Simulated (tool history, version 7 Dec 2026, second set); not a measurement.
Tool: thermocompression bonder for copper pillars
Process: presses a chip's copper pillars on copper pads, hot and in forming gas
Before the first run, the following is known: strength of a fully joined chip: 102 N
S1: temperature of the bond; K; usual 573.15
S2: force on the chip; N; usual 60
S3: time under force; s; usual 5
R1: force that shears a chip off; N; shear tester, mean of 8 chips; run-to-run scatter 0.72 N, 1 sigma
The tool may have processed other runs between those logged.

run    hour      S1  S2  S3    R1
  1       0  573.15  60   5    52
  2    53.1  573.15  68   5  56.9
  3    89.7  573.15  43   5  37.4
  4   155.3  573.15  43   5  36.5
        190  -- forming gas filter changed
  5   216.1  573.15  43   5  37.1
  6   261.8  573.15  43   5    36
  7   328.8  573.15  43   7  43.1
  8   370.3  573.15  43   7  41.3
  9   437.2  573.15  43   7  41.3
 10     512  573.15  53   5  46.3
 11   582.5  573.15  53   5  45.8
 12   624.3  573.15  53   5  44.5
      637.6  -- forming gas filter changed
 13   669.1  573.15  70   5  59.8
 14   733.1  573.15  60   5  51.6
 15     782  573.15  60   5  50.7
 16   840.6  573.15  60   5    53
 17   880.4  573.15  60   5    51
 18   941.9  573.15  60   5  50.6
 19   981.3  573.15  60   5    51
 20  1017.1  573.15  60   5  52.1
     1029.6  -- heater calibrated with a thermocouple chip
 21  1057.3  577.15  53   3  39.2
     1088.9  -- forming gas filter changed
 22  1109.2  573.15  60  15  69.5
 23  1173.5  564.15  60  13  62.6
 24  1235.2  564.15  60   5  44.8
 25  1294.3  564.15  60   5  45.8
 26  1358.7  593.15  85  14  95.8
 27  1405.3  578.15  52   3  39.6
 28  1469.5  578.15  52   3  39.3
 29  1529.1  578.15  52   3  38.5
     1535.8  -- forming gas filter changed
 30  1600.7  578.15  52   3  38.8
 31    1679  573.15  60   3  43.3
 32    1744  573.15  60   3  41.5
 33  1783.3  573.15  60   3  43.5
 34  1857.3  573.15  44   5  37.1
 35  1910.4  591.15  41  10  54.7
     1982.9  -- forming gas filter changed
 36  1987.1  591.15  41  10  55.5
 37  2042.4  591.15  41  10  54.9
 38  2107.4  591.15  41  10  56.2
 39    2166  580.15  49  13  63.7

3 options for the next run, each taken on its own from the tool as it stands now. Forecast them:
  A  2206  560.15  40  11   ?
  B  2206  585.15  60   6   ?
  C  2206  580.15  46   3   ?

run    R1
  A  38.6
  B  62.6
  C  34.6
Without the tool's hidden state the same runs would have given:
run    R1
  A  38.3
  B  62.3
  C  34.4
